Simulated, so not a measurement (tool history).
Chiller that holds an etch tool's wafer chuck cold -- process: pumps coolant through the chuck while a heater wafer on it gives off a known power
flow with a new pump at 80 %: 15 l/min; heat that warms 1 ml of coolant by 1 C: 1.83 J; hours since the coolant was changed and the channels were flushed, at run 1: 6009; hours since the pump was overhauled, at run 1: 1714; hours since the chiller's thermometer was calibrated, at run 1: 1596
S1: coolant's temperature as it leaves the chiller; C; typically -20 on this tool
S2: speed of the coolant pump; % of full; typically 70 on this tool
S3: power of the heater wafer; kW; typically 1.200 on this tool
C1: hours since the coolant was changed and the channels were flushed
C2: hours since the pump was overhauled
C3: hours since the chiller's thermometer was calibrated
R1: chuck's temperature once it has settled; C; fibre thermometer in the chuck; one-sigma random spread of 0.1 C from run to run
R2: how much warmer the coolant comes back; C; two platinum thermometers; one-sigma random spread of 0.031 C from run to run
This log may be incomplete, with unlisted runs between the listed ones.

{"run": 1, "day": 0.0, "S1": -20, "S2": 70, "S3": 1.2, "C1": 6009, "C2": 1714, "C3": 1596, "R1": -6.4, "R2": 3.15}
{"run": 2, "day": 1.546, "S1": -19, "S2": 70, "S3": 1.2, "C1": 6046, "C2": 1751, "C3": 1633, "R1": -5.5, "R2": 3.16}
{"run": 3, "day": 2.583, "S1": -20, "S2": 70, "S3": 1.2, "C1": 6071, "C2": 1776, "C3": 1658, "R1": -6.6, "R2": 3.08}
{"run": 4, "day": 4.996, "S1": -20, "S2": 70, "S3": 1.2, "C1": 6129, "C2": 1834, "C3": 1716, "R1": -6.6, "R2": 3.1}
{"run": 5, "day": 6.525, "S1": -20, "S2": 70, "S3": 1.2, "C1": 6166, "C2": 1870, "C3": 1753, "R1": -6.7, "R2": 3.19}
{"run": 6, "day": 8.121, "S1": -20, "S2": 94, "S3": 1.2, "C1": 6204, "C2": 1909, "C3": 1791, "R1": -9.2, "R2": 2.24}
{"run": 7, "day": 10.467, "S1": -29, "S2": 70, "S3": 1.2, "C1": 6260, "C2": 1965, "C3": 1847, "R1": -15.5, "R2": 3.12}
{"run": 8, "day": 12.629, "S1": -29, "S2": 70, "S3": 1.2, "C1": 6312, "C2": 2017, "C3": 1899, "R1": -15.6, "R2": 3.12}

The next listed run, before its measurement:
{"run": 9, "day": 14.821, "S1": -29, "S2": 70, "S3": 1.2, "C1": 6365, "C2": 2070, "C3": 1952, "R1": "?", "R2": "?"}

Run 9 came out at R1 -15.5 C, R2 3.09 C.
Had the tool carried no hidden state, the very same run would have given R1 -16.6 C, R2 3.02 C.
